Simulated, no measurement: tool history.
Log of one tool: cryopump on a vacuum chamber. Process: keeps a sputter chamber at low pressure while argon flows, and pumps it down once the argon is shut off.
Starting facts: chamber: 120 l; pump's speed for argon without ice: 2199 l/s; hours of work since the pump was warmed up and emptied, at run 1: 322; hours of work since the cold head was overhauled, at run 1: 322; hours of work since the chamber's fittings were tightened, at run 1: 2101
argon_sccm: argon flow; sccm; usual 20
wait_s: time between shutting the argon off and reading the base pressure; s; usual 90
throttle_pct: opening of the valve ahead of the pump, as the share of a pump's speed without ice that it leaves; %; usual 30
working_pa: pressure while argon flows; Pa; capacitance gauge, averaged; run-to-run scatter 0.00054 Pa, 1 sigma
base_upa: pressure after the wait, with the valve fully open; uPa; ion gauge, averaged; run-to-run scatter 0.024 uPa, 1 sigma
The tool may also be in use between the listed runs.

| run | day | argon_sccm | wait_s | throttle_pct | hours of work since the pump was warmed up and emptied | hours of work since the cold head was overhauled | hours of work since the chamber's fittings were tightened | working_pa | base_upa |
|---|---|---|---|---|---|---|---|---|---|
| 1 | 0.000 | 20 | 90 | 30 | 322 | 322 | 2101 | 0.0527 | 1.61 |
| 2 | 0.492 | 20 | 90 | 58 | 330 | 330 | 2108 | 0.0280 | 1.53 |
| 3 | 1.050 | 20 | 90 | 37 | 338 | 338 | 2117 | 0.0430 | 1.57 |
| 4 | 1.592 | 20 | 90 | 37 | 346 | 346 | 2125 | 0.0432 | 1.53 |
| 5 | 2.058 | 20 | 90 | 37 | 353 | 353 | 2132 | 0.0438 | 1.58 |
| 6 | 2.662 | 20 | 90 | 30 | 363 | 363 | 2142 | 0.0534 | 1.60 |
| 7 | 3.154 | 15 | 90 | 30 | 370 | 370 | 2149 | 0.0389 | 1.55 |
| 8 | 3.900 | 15 | 90 | 30 | 381 | 381 | 2160 | 0.0394 | 1.58 |
| 9 | 4.238 | 20 | 47 | 17 | 387 | 387 | 2165 | 0.0915 | 2.15 |
| 10 | 4.692 | 10 | 38 | 37 | 393 | 393 | 2172 | 0.0220 | 2.52 |
| 11 | 5.479 | 24 | 164 | 59 | 405 | 405 | 2184 | 0.0339 | 1.29 |
| 12 | 5.829 | 10 | 186 | 40 | 411 | 411 | 2190 | 0.0201 | 1.28 |
| 13 | 6.396 | 10 | 186 | 40 | 419 | 419 | 2198 | 0.0206 | 1.24 |

What would each run have given without the hidden state, its run-to-run variation left as it was?
The hidden state here: pump's speed, % of a pump's without ice; cold plate's temperature, K; leak into the chamber, uPa l/s; drift of the gauge itself on working_pa, %; drift of the gauge itself on base_upa, %.
| run | working_pa | base_upa |
|---|---|---|
| 1 | 0.0515 | 0.88 |
| 2 | 0.0268 | 0.80 |
| 3 | 0.0417 | 0.84 |
| 4 | 0.0419 | 0.80 |
| 5 | 0.0424 | 0.82 |
| 6 | 0.0520 | 0.85 |
| 7 | 0.0378 | 0.80 |
| 8 | 0.0383 | 0.83 |
| 9 | 0.0900 | 1.41 |
| 10 | 0.0212 | 1.76 |
| 11 | 0.0320 | 0.50 |
| 12 | 0.0193 | 0.49 |
| 13 | 0.0198 | 0.47 |
